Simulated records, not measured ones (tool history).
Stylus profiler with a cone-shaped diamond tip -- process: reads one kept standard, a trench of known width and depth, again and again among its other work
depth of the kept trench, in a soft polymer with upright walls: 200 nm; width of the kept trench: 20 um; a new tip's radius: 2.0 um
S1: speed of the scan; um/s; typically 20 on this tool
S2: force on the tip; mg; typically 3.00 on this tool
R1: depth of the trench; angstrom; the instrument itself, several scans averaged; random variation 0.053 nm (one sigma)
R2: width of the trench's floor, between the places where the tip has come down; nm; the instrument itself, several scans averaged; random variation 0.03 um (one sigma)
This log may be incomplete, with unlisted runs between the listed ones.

run 1 day=0.000 | S1=20 S2=3.00 | R1=2032.0 R2=17800
run 2 day=0.708 | S1=41 S2=3.00 | R1=2032.7 R2=17780
run 3 day=1.542 | S1=41 S2=3.00 | R1=2032.3 R2=17760
run 4 day=1.904 | S1=20 S2=3.00 | R1=2032.3 R2=17800
run 5 day=2.658 | S1=20 S2=3.00 | R1=2032.7 R2=17780
run 6 day=3.554 | S1=20 S2=3.00 | R1=2032.7 R2=17810
run 7 day=4.358 | S1=20 S2=3.27 | R1=2034.7 R2=17820
run 8 day=4.904 | S1=20 S2=3.00 | R1=2033.2 R2=17790
run 9 day=5.442 | S1=20 S2=3.00 | R1=2033.0 R2=17770
run 10 day=5.917 | S1=20 S2=3.00 | R1=2033.2 R2=17720
run 11 day=6.600 | S1=56 S2=1.59 | R1=2024.1 R2=17660
run 12 day=7.233 | S1=8 S2=2.92 | R1=2032.8 R2=17780
run 13 day=8.008 | S1=24 S2=2.25 | R1=2029.8 R2=17740
run 14 day=8.458 | S1=54 S2=4.80 | R1=2044.2 R2=17670
run 15 day=9.004 | S1=27 S2=2.32 | R1=2029.4 R2=17690
run 16 day=9.638 | S1=27 S2=2.32 | R1=2029.6 R2=17770
run 17 day=10.025 | S1=27 S2=2.32 | R1=2029.7 R2=17720
run 18 day=10.600 | S1=72 S2=2.12 | R1=2028.8 R2=17580
run 19 day=11.179 | S1=12 S2=7.27 | R1=2056.6 R2=17800
run 20 day=11.717 | S1=69 S2=2.07 | R1=2029.3 R2=17570

Alternative continuations, all from the tool just after run 20; predict every row:
run A day=12.208 | S1=78 S2=3.00 | R1=? R2=?
run B day=12.208 | S1=20 S2=1.66 | R1=? R2=?
run C day=12.208 | S1=29 S2=3.09 | R1=? R2=?

run=A R1=2034.1 R2=17560
run=B R1=2024.6 R2=17770
run=C R1=2034.1 R2=17700
Take away the tool's hidden state, keep each run's random variation, and the runs would have read:
run=A R1=2026.9 R2=18050
run=B R1=2017.4 R2=18250
run=C R1=2027.0 R2=18180
